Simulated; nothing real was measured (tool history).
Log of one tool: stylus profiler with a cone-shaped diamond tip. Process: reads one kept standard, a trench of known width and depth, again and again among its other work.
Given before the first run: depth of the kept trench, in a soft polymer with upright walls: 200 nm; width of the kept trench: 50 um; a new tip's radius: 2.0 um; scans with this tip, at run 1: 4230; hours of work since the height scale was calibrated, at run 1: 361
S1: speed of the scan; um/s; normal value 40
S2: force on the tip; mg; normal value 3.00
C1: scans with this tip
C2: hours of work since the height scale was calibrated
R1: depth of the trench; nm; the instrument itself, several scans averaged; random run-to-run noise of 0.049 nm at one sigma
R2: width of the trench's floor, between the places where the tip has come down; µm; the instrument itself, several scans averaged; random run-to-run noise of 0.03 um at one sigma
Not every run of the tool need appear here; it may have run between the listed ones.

run,hour,S1,S2,C1,C2,R1,R2
1,0.0,40,3.00,4230,361,203.46,47.68
2,16.4,40,3.00,4321,369,203.54,47.69
3,38.3,40,3.00,4442,379,203.43,47.67
4,63.7,40,3.00,4583,391,203.39,47.66
5,86.1,40,3.00,4708,402,203.46,47.66
6,97.8,104,3.00,4772,407,203.38,47.50
7,113.1,104,3.00,4858,415,203.46,47.47
8,137.5,55,3.00,4993,426,203.46,47.52
9,161.6,40,2.51,5127,438,203.10,47.56
10,187.3,40,2.51,5269,450,202.97,47.49
11,200.0,51,2.51,5340,456,203.02,47.53
12,222.2,40,8.53,5463,466,206.89,47.53
13,238.7,92,3.00,5555,474,203.32,47.41
14,260.1,40,3.19,5674,484,203.63,47.48
15,274.4,40,3.19,5753,491,203.58,47.47
16,292.1,34,1.89,5851,500,202.47,47.44
17,310.8,38,1.01,5955,508,201.55,47.38
18,336.3,114,1.04,6097,520,201.60,47.18
19,356.0,11,1.07,6206,530,201.66,47.46
20,375.0,11,1.07,6312,539,201.61,47.50
21,392.7,40,1.36,6410,547,201.95,47.38
22,411.6,72,3.00,6515,556,203.46,47.37
23,435.9,11,2.14,6650,568,202.69,47.46

Alternative continuations, all from the tool just after run 23; predict every row:
A,449.4,25,2.14,6725,574,?,?
B,449.4,40,1.52,6725,574,?,?
C,449.4,77,2.49,6725,574,?,?

run,R1,R2
A,202.73,47.39
B,202.12,47.34
C,202.97,47.37
Without the tool's hidden state the same runs would have given:
run,R1,R2
A,202.88,48.18
B,202.27,48.13
C,203.12,48.17
